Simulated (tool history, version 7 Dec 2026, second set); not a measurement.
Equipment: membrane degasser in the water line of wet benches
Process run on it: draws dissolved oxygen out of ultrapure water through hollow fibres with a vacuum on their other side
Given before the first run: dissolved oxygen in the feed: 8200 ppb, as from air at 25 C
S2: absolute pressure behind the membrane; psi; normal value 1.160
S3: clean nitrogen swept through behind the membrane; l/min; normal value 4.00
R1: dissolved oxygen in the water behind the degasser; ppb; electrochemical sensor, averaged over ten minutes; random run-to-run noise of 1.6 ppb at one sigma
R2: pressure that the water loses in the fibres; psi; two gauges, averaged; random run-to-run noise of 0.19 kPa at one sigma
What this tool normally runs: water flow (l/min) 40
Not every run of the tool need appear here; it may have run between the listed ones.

Run 1, hour 0.0: usual settings. Result: R1 154.5 ppb, R2 5.353 psi.
Run 2, hour 154.9: usual settings. Result: R1 157.3 ppb, R2 5.317 psi.
Run 3, hour 220.9: usual settings but S3 6.34 l/min. Result: R1 117.4 ppb, R2 5.345 psi.
Run 4, hour 365.2: usual settings but S3 6.34 l/min. Result: R1 116.6 ppb, R2 5.343 psi.
Run 5, hour 518.7: usual settings but S3 6.34 l/min. Result: R1 116.3 ppb, R2 5.321 psi.
Run 6, hour 596.5: usual settings but S3 6.34 l/min. Result: R1 117.5 ppb, R2 5.326 psi.
Run 7, hour 702.1: usual settings but S3 6.34 l/min. Result: R1 117.4 ppb, R2 5.314 psi.
At hour 784.4: vacuum gauge calibrated.
Run 8, hour 858.8: usual settings but S3 11.17 l/min. Result: R1 86.6 ppb, R2 5.314 psi.
Run 9, hour 979.2: usual settings but S3 11.17 l/min. Result: R1 87.3 ppb, R2 5.333 psi.
Run 10, hour 1080.4: usual settings but S3 11.17 l/min. Result: R1 86.0 ppb, R2 5.362 psi.
Run 11, hour 1186.4: usual settings but S2 1.534 psi. Result: R1 211.0 ppb, R2 5.381 psi.
Run 12, hour 1271.5: usual settings but S2 1.534 psi. Result: R1 212.5 ppb, R2 5.295 psi.
Run 13, hour 1406.6: usual settings but water flow (l/min) 43, S2 0.801 psi, S3 5.80 l/min. Result: R1 100.0 ppb, R2 5.722 psi.

Expected results for the next run?
Run 14, hour 1535.2: usual settings but water flow (l/min) 43, S2 1.568 psi, S3 8.19 l/min. Result: R1 ?, R2 ?.

{"run 14": {"R1": 158.2, "R2": 5.765}}
With no hidden state in the tool, this same run would have given R1 158.0 ppb, R2 5.762 psi.
